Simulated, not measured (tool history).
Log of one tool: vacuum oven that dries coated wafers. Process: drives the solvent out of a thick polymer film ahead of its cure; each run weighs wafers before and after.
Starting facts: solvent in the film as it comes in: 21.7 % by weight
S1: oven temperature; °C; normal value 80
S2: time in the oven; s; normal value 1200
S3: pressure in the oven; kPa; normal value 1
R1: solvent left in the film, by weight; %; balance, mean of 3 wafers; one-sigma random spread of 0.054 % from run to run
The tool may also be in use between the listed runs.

run,day,S1,S2,S3,R1
1,0,80,1200,1,2.31
2,5.162,80,1200,1,2.35
3,7.783,80,1200,1,2.37
4,10.842,80,1200,1,2.35
5,15.379,80,1200,1,2.32
6,18.983,80,1200,1,2.35
7,23.471,80,1200,1,2.39
8,28.604,80,1200,1,2.34
9,30.825,75,1200,1,3.23
# day 31.258: oven's thermocouples calibrated
10,35.246,80,1200,1,2.99
11,37.742,80,1500,1,2.58
12,41.754,67,1440,1,6.08
13,45.467,67,1440,1,6.11
14,49.929,67,720,1,9.66
15,52.942,70,1680,0.66,3.9
16,57.512,91,1920,3.29,3.35
17,60.054,86,1920,0.72,1.61
18,63.308,86,1920,0.72,1.5
19,66.35,72,1920,0.72,3.14

5 ways to go on from here, each from the tool as it stands after run 19. What would each give?
A,69.479,80,1680,1.29,?
B,69.479,95,1200,2.51,?
C,69.479,72,1920,2.89,?
D,69.479,67,1080,1.16,?
E,69.479,72,1920,1.08,?

run,R1
A,2.9
B,2.45
C,7.2
D,7.77
E,3.68
With no hidden state in the tool, these same runs would have given:
run,R1
A,1.97
B,1.93
C,5.98
D,6.55
E,2.45
